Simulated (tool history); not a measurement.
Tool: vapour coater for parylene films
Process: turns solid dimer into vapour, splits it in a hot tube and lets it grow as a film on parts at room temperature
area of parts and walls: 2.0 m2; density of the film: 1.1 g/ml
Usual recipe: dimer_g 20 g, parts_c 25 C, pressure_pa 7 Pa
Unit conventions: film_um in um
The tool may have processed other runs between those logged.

{"run": 1, "hour": 0.0, "dimer_g": 20, "parts_c": 25, "pressure_pa": 7, "film_um": 6.33}
{"run": 2, "hour": 22.1, "dimer_g": 20, "parts_c": 25, "pressure_pa": 7, "film_um": 6.33}
{"run": 3, "hour": 34.3, "dimer_g": 20, "parts_c": 25, "pressure_pa": 7, "film_um": 6.37}
{"run": 4, "hour": 59.8, "dimer_g": 20, "parts_c": 25, "pressure_pa": 7, "film_um": 6.28}
{"hour": 71.7, "done": "table's thermometer calibrated"}
{"run": 5, "hour": 75.6, "dimer_g": 20, "parts_c": 25, "pressure_pa": 7, "film_um": 6.45}
{"run": 6, "hour": 88.2, "dimer_g": 13, "parts_c": 25, "pressure_pa": 7, "film_um": 4.16}
{"run": 7, "hour": 104.1, "dimer_g": 20, "parts_c": 25, "pressure_pa": 7, "film_um": 6.42}
{"run": 8, "hour": 126.6, "dimer_g": 24, "parts_c": 25, "pressure_pa": 7, "film_um": 7.65}
{"run": 9, "hour": 152.1, "dimer_g": 20, "parts_c": 28, "pressure_pa": 7, "film_um": 5.85}
{"hour": 169.7, "done": "trap's valve overhauled"}
{"run": 10, "hour": 176.9, "dimer_g": 20, "parts_c": 25, "pressure_pa": 2.8, "film_um": 8.06}
{"run": 11, "hour": 195.1, "dimer_g": 20, "parts_c": 25, "pressure_pa": 2.8, "film_um": 7.96}
{"run": 12, "hour": 221.4, "dimer_g": 20, "parts_c": 25, "pressure_pa": 4.37, "film_um": 7.37}
{"run": 13, "hour": 238.8, "dimer_g": 30, "parts_c": 28, "pressure_pa": 3.51, "film_um": 10.34}
{"run": 14, "hour": 250.8, "dimer_g": 10, "parts_c": 33, "pressure_pa": 2.08, "film_um": 3.24}
{"run": 15, "hour": 276.4, "dimer_g": 27, "parts_c": 29, "pressure_pa": 9.11, "film_um": 7.57}
{"run": 16, "hour": 301.9, "dimer_g": 30, "parts_c": 29, "pressure_pa": 3.2, "film_um": 10.17}
{"run": 17, "hour": 318.1, "dimer_g": 30, "parts_c": 20, "pressure_pa": 11.22, "film_um": 10.85}
{"run": 18, "hour": 342.1, "dimer_g": 30, "parts_c": 20, "pressure_pa": 11.22, "film_um": 10.71}
{"run": 19, "hour": 357.0, "dimer_g": 30, "parts_c": 20, "pressure_pa": 11.22, "film_um": 10.73}

Each row is a separate what-if for the run after 19, all from the same tool condition, not one after another. Results?
{"run": "A", "hour": 377.7, "dimer_g": 10, "parts_c": 18, "pressure_pa": 3.77, "film_um": "?"}
{"run": "B", "hour": 377.7, "dimer_g": 20, "parts_c": 25, "pressure_pa": 6.67, "film_um": "?"}
{"run": "C", "hour": 377.7, "dimer_g": 13, "parts_c": 25, "pressure_pa": 7, "film_um": "?"}
{"run": "D", "hour": 377.7, "dimer_g": 14, "parts_c": 19, "pressure_pa": 7, "film_um": "?"}
{"run": "E", "hour": 377.7, "dimer_g": 15, "parts_c": 17, "pressure_pa": 2.24, "film_um": "?"}

run=A film_um=4.39
run=B film_um=6.69
run=C film_um=4.31
run=D film_um=5.6
run=E film_um=6.54
Had the tool no hidden state, the same runs would have come out as:
run=A film_um=4.48
run=B film_um=6.88
run=C film_um=4.44
run=D film_um=5.76
run=E film_um=6.68

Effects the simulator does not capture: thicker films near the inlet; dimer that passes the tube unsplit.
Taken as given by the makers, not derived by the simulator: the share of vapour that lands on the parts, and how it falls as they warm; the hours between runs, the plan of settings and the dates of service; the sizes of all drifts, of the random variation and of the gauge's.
